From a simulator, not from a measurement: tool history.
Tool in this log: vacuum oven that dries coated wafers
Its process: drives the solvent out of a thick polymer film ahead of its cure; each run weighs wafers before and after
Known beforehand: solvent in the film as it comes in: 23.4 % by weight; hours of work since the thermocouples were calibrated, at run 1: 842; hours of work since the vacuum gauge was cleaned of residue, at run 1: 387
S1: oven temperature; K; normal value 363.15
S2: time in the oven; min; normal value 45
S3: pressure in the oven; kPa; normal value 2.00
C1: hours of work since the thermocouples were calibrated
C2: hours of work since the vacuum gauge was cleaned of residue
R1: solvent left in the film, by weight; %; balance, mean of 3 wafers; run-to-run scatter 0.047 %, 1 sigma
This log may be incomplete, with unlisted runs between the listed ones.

| run | hour | S1 | S2 | S3 | C1 | C2 | R1 |
|---|---|---|---|---|---|---|---|
| 1 | 0.0 | 363.15 | 45 | 2.00 | 842 | 387 | 5.31 |
| 2 | 12.2 | 363.15 | 45 | 2.00 | 848 | 393 | 5.40 |
| 3 | 35.3 | 363.15 | 45 | 2.00 | 859 | 405 | 5.35 |
| 4 | 45.3 | 363.15 | 45 | 2.00 | 864 | 410 | 5.40 |
| 5 | 58.5 | 363.15 | 45 | 2.00 | 871 | 417 | 5.35 |
| 6 | 79.3 | 363.15 | 58 | 2.00 | 882 | 427 | 3.83 |
| 7 | 94.9 | 363.15 | 58 | 2.00 | 889 | 435 | 3.81 |
| 8 | 108.7 | 363.15 | 49 | 2.00 | 896 | 442 | 4.79 |
| 9 | 129.8 | 363.15 | 45 | 2.00 | 907 | 453 | 5.31 |
| 10 | 140.0 | 363.15 | 45 | 2.00 | 912 | 458 | 5.44 |
| 11 | 152.3 | 363.15 | 45 | 2.00 | 918 | 464 | 5.32 |
| 12 | 162.9 | 367.15 | 45 | 2.00 | 924 | 469 | 3.99 |
| 13 | 185.4 | 367.15 | 45 | 2.00 | 935 | 480 | 3.96 |
| 14 | 200.9 | 367.15 | 45 | 2.00 | 943 | 488 | 3.97 |
| 15 | 212.4 | 367.15 | 45 | 2.00 | 948 | 494 | 3.93 |
| 16 | 233.5 | 367.15 | 35 | 6.64 | 959 | 505 | 6.74 |
| 17 | 253.2 | 372.15 | 52 | 3.61 | 969 | 515 | 2.39 |
| 18 | 270.0 | 372.15 | 52 | 3.61 | 977 | 523 | 2.42 |
| 19 | 287.6 | 363.15 | 45 | 3.03 | 986 | 532 | 5.67 |
| 20 | 300.1 | 363.15 | 45 | 1.88 | 993 | 538 | 5.33 |
| 21 | 313.3 | 363.15 | 45 | 1.88 | 999 | 545 | 5.28 |
| 22 | 330.2 | 366.15 | 57 | 2.00 | 1008 | 553 | 3.01 |
| 23 | 353.0 | 354.15 | 78 | 1.70 | 1019 | 565 | 5.12 |

5 ways to go on from here, each from the tool as it stands after run 23. What would each give?
| A | 372.4 | 366.15 | 23 | 2.00 | 1029 | 575 | ? |
| B | 372.4 | 363.15 | 31 | 1.30 | 1029 | 575 | ? |
| C | 372.4 | 360.15 | 78 | 1.70 | 1029 | 575 | ? |
| D | 372.4 | 355.15 | 70 | 2.29 | 1029 | 575 | ? |
| E | 372.4 | 372.15 | 36 | 4.11 | 1029 | 575 | ? |

| run | R1 |
|---|---|
| A | 8.70 |
| B | 7.63 |
| C | 3.14 |
| D | 5.75 |
| E | 4.20 |
Without the tool's hidden state the same runs would have given:
| run | R1 |
|---|---|
| A | 8.74 |
| B | 7.66 |
| C | 3.16 |
| D | 5.78 |
| E | 4.23 |
